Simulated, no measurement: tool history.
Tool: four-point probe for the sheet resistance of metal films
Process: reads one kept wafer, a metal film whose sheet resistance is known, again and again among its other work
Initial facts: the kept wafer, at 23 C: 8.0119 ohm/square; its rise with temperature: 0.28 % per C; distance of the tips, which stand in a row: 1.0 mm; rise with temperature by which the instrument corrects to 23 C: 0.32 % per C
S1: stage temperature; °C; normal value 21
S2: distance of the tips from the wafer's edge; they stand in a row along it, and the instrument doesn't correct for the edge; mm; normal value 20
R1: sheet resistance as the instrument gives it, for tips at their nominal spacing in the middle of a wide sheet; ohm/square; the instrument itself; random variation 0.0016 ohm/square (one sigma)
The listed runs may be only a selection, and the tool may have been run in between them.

run,hour,S1,S2,R1
1,0.0,21,20,8.046385
2,61.1,21,20,8.042547
3,107.5,21,20,8.040382
4,158.1,21,20,8.037528
5,233.0,18,20,8.040512
6,274.5,21,58,8.019627
7,306.8,21,58,8.020230
8,374.0,21,58,8.018647
9,441.0,21,58,8.010415
10,487.1,20,20,8.022866
# hour 509.2: stage's thermometer calibrated
11,527.2,30,20,7.991713
12,589.2,33,20,7.978782
13,623.1,25,20,8.003748
14,693.4,25,20,8.001016
# hour 737.4: stage's thermometer calibrated, once more
15,766.2,25,20,7.976537
16,833.6,21,20,7.985143
17,876.6,21,20,7.987294
18,945.7,21,20,7.984664
19,1001.6,21,20,7.979076
20,1039.0,21,20,7.978195
21,1084.5,21,20,7.972351
22,1144.9,21,20,7.967559
23,1218.6,21,20,7.970229
24,1290.0,21,20,7.963927
25,1340.5,21,20,7.958055
26,1413.1,21,20,7.955680
27,1468.8,35,13,7.921390
28,1534.4,22,31,7.942239
29,1585.9,22,31,7.936952
30,1635.8,21,6,8.051518
31,1709.7,19,40,7.936685
32,1759.3,25,43,7.912610
# hour 1775.7: new probe head fitted
33,1804.5,32,14,7.964286
34,1874.7,21,72,7.974790
35,1937.3,21,72,7.967935
36,1983.8,31,3,8.379654
37,2037.5,21,12,7.994875
38,2101.4,20,6,8.082702

What will run 39 give?
39,2174.8,20,6,?

Run 39 came out at R1 8.079872 ohm/square.
Take away the tool's hidden state, keep the run-to-run variation as it was, and the same run would have given R1 8.141321 ohm/square.
